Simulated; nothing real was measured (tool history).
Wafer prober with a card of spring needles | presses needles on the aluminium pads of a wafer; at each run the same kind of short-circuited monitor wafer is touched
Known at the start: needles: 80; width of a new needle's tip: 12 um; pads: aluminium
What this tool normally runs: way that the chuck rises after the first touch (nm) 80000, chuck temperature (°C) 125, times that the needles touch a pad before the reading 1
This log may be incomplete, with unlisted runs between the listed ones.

run	hour	way that the chuck rises after the first touch (nm)	chuck temperature (°C)	times that the needles touch a pad before the reading	resistance of one needle with its contact and lead (mohm)	way that a needle slides on the pad (nm)
1	0	80000	125	1	248	11460
# hour 6.6: tips cleaned on abrasive film
2	7.7	80000	125	1	244	11580
# hour 12.9: tips cleaned on abrasive film
3	15.3	80000	125	1	249	11530
# hour 19.1: tips cleaned on abrasive film
4	24.1	80000	125	1	257	11380
# hour 25.7: tips cleaned on abrasive film
# hour 29.8: height of the first contact set anew
5	30.1	80000	125	1	252	11900
# hour 32.3: tips cleaned on abrasive film
6	37.4	80000	125	1	257	11870
# hour 39: tips cleaned on abrasive film
7	41.4	80000	125	1	248	11920
# hour 45.4: tips cleaned on abrasive film
8	48.1	80000	26	1	229	11900
# hour 51.5: tips cleaned on abrasive film
9	54.3	80000	26	1	227	11880
# hour 57.9: tips cleaned on abrasive film
10	58.5	80000	26	1	226	11940
# hour 64.1: tips cleaned on abrasive film
11	66.2	80000	26	1	229	11850
# hour 70.7: tips cleaned on abrasive film
12	74.9	63000	125	1	261	9360
# hour 77.3: tips cleaned on abrasive film
13	79.3	63000	125	1	255	9320
# hour 83.6: tips cleaned on abrasive film
14	86.9	63000	125	1	260	9230
# hour 90.1: tips cleaned on abrasive film
15	92.8	80000	125	2	249	11820
# hour 96.8: tips cleaned on abrasive film
16	99.7	80000	125	2	245	11810
# hour 103.1: tips cleaned on abrasive film
17	104.2	80000	125	1	251	11790
18	109.1	61000	125	2	260	8950
# hour 109.7: tips cleaned on abrasive film
19	113.5	80000	29	1	232	11760
# hour 116: tips cleaned on abrasive film
20	120.3	67000	29	3	226	9860
# hour 122.4: tips cleaned on abrasive film
21	127.5	68000	44	1	240	10060
# hour 128.6: tips cleaned on abrasive film
22	133.9	72000	46	2	232	10570
# hour 135.1: tips cleaned on abrasive film
# hour 141.3: tips cleaned on abrasive film
23	141.3	80000	101	1	242	11730
# hour 147.5: tips cleaned on abrasive film
24	149.6	82000	66	1	235	11970
# hour 153.9: tips cleaned on abrasive film
25	157.1	82000	66	1	239	12060
# hour 160.4: tips cleaned on abrasive film
26	163.8	68000	27	3	227	9950
# hour 166.6: tips cleaned on abrasive film
27	171.2	68000	27	3	228	10000
# hour 173: tips cleaned on abrasive film
28	176.2	93000	58	1	236	13570
# hour 179.8: tips cleaned on abrasive film
29	181.7	80000	90	1	242	11760
# hour 186.3: tips cleaned on abrasive film
30	190	80000	90	2	245	11670
# hour 192.5: tips cleaned on abrasive film
31	194.7	80000	103	2	239	11740
# hour 198.9: tips cleaned on abrasive film
32	201.6	70000	125	1	258	10130
# hour 205.5: tips cleaned on abrasive film
33	208.3	72000	125	2	248	10420

Each row is a separate what-if for the run after 33, all from the same tool condition, not one after another. Results?
# hour 211.9: tips cleaned on abrasive film
A	214.3	75000	74	2	?	?
# hour 211.9: tips cleaned on abrasive film
B	214.3	60000	89	1	?	?
# hour 211.9: tips cleaned on abrasive film
C	214.3	72000	125	1	?	?
# hour 211.9: tips cleaned on abrasive film
D	214.3	81000	27	3	?	?

run	resistance of one needle with its contact and lead (mohm)	way that a needle slides on the pad (nm)
A	240	10880
B	250	8740
C	251	10440
D	224	11850
Without the tool's hidden state the same runs would have given:
run	resistance of one needle with its contact and lead (mohm)	way that a needle slides on the pad (nm)
A	236	11150
B	240	9010
C	244	10720
D	221	12130
